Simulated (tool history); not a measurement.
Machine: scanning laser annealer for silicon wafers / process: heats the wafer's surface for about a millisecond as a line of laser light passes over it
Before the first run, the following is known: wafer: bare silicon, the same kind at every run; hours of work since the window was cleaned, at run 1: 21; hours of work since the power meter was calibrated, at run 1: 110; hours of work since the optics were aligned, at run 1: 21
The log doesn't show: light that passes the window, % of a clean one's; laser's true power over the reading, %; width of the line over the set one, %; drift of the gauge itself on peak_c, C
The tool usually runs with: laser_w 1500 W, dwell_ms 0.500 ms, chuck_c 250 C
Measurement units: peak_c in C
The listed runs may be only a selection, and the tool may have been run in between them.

| run | hour | laser_w | dwell_ms | chuck_c | hours of work since the window was cleaned | hours of work since the power meter was calibrated | hours of work since the optics were aligned | peak_c |
|---|---|---|---|---|---|---|---|---|
| 1 | 0.0 | 1500 | 0.500 | 250 | 21 | 110 | 21 | 1055 |
| 2 | 47.9 | 1500 | 0.500 | 250 | 56 | 144 | 56 | 1048 |
| 3 | 135.8 | 1500 | 0.500 | 250 | 119 | 208 | 119 | 1039 |
| 4 | 172.7 | 1500 | 0.500 | 250 | 146 | 235 | 146 | 1038 |
| 5 | 231.3 | 1500 | 0.500 | 250 | 188 | 277 | 188 | 1033 |
|  | 243.8 | optics aligned, line set to its width |
| 6 | 294.0 | 1500 | 0.500 | 250 | 230 | 319 | 36 | 1026 |
| 7 | 350.0 | 1500 | 0.500 | 250 | 271 | 359 | 77 | 1018 |
|  | 381.4 | optics aligned, line set to its width, once more |
|  | 429.8 | window over the wafer cleaned |
| 8 | 447.6 | 1500 | 0.500 | 248 | 13 | 425 | 46 | 1048 |
| 9 | 494.8 | 1502 | 0.511 | 256 | 47 | 459 | 81 | 1065 |
| 10 | 582.0 | 1502 | 0.511 | 255 | 110 | 522 | 144 | 1050 |
| 11 | 673.7 | 1500 | 0.376 | 255 | 176 | 588 | 210 | 945 |
| 12 | 765.1 | 1515 | 0.452 | 243 | 242 | 654 | 276 | 988 |
| 13 | 855.1 | 1515 | 0.452 | 243 | 307 | 719 | 341 | 982 |
|  | 879.9 | window over the wafer cleaned |
| 14 | 931.3 | 1500 | 0.550 | 250 | 37 | 773 | 395 | 1071 |
| 15 | 971.2 | 1420 | 0.598 | 269 | 66 | 802 | 423 | 1070 |

Each row is a separate what-if for the run after 15, all from the same tool condition, not one after another. Results?
| A | 1027.8 | 1542 | 0.500 | 250 | 107 | 842 | 464 | ? |
| B | 1027.8 | 1420 | 0.487 | 238 | 107 | 842 | 464 | ? |
| C | 1027.8 | 1579 | 0.485 | 235 | 107 | 842 | 464 | ? |
| D | 1027.8 | 1532 | 0.397 | 263 | 107 | 842 | 464 | ? |

| run | peak_c |
|---|---|
| A | 1053 |
| B | 967 |
| C | 1048 |
| D | 990 |
Without the tool's hidden state the same runs would have given:
| run | peak_c |
|---|---|
| A | 1077 |
| B | 989 |
| C | 1073 |
| D | 1012 |
